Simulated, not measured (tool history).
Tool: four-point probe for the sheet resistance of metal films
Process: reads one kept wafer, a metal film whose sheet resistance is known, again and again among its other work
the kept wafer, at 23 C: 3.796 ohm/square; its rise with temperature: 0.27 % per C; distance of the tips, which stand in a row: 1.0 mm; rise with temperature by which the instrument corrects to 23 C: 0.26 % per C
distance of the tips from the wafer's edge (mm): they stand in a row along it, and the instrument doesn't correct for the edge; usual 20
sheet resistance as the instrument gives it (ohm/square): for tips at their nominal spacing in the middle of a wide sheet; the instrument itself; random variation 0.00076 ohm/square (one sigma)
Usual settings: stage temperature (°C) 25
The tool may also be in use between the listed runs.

run    hour  stage temperature (°C)  distance of the tips from the wafer's edge (mm)  sheet resistance as the instrument gives it (ohm/square)
  1       0                      25                                               20                                                  3.781545
  2    75.3                      25                                               20                                                   3.77857
  3     141                      25                                               20                                                  3.778537
  4   182.5                      25                                               20                                                  3.777214
  5   272.1                      25                                               20                                                  3.774501
  6   362.4                      25                                               20                                                  3.773502
  7   428.6                      25                                               20                                                  3.770319
  8   484.2                      25                                                3                                                  3.977478
  9   522.9                      25                                                3                                                   3.97562
      579.7  -- new probe head fitted
 10     586                      25                                                3                                                  4.028188
 11     640                      25                                                3                                                  4.027298
 12   709.5                      25                                               20                                                  3.815978
 13   777.2                      25                                               20                                                   3.81648
 14     846                      25                                               20                                                  3.812452
 15   922.6                      26                                               20                                                  3.810771
 16     961                      26                                               10                                                   3.82774
 17  1015.6                      25                                               20                                                  3.809101
 18    1058                      25                                               20                                                  3.808264
 19  1105.9                      25                                               20                                                  3.807915
 20  1150.4                      24                                               20                                                  3.803899
 21  1209.3                      24                                               20                                                   3.80469
 22  1269.6                      24                                               20                                                  3.803315
 23  1347.3                      20                                                9                                                  3.820634
 24  1394.5                      20                                                9                                                  3.818992
 25  1433.9                      20                                                9                                                  3.817895
 26  1515.6                      20                                               61                                                  3.791243
     1557.7  -- stage's thermometer calibrated
 27  1594.4                      24                                                5                                                  3.864503
 28  1630.6                      24                                                5                                                  3.863866
 29  1669.4                      20                                               10                                                  3.800202
 30  1739.9                      32                                               10                                                   3.80478
 31    1807                      32                                               10                                                  3.802508
 32  1874.8                      27                                               20                                                  3.784469
 33    1912                      31                                               10                                                  3.800351
 34  1993.6                      20                                               31                                                  3.775314
 35  2081.2                      19                                               10                                                  3.792652
 36  2136.2                      32                                                9                                                  3.802454
 37  2221.5                      33                                               24                                                  3.777833
 38  2260.5                      32                                               50                                                  3.773502
 39  2303.2                      33                                                6                                                  3.829405
     2348.5  -- new probe head fitted
 40    2357                      20                                               14                                                  3.804685
 41  2398.8                      32                                                3                                                  4.013155
 42  2462.5                      26                                                8                                                  3.827044
 43    2518                      24                                                9                                                  3.818572
 44  2607.1                      25                                               13                                                  3.804496

4 ways to go on from here, each from the tool as it stands after run 44. What would each give?
  A  2677.6                      20                                                9                                                         ?
  B  2677.6                      33                                               20                                                         ?
  C  2677.6                      35                                                3                                                         ?
  D  2677.6                      25                                               71                                                         ?

run  sheet resistance as the instrument gives it (ohm/square)
  A                                                  3.812714
  B                                                  3.800029
  C                                                  4.009449
  D                                                   3.79011
Without the tool's hidden state the same runs would have given:
run  sheet resistance as the instrument gives it (ohm/square)
  A                                                  3.819361
  B                                                   3.80674
  C                                                  4.016501
  D                                                  3.796755

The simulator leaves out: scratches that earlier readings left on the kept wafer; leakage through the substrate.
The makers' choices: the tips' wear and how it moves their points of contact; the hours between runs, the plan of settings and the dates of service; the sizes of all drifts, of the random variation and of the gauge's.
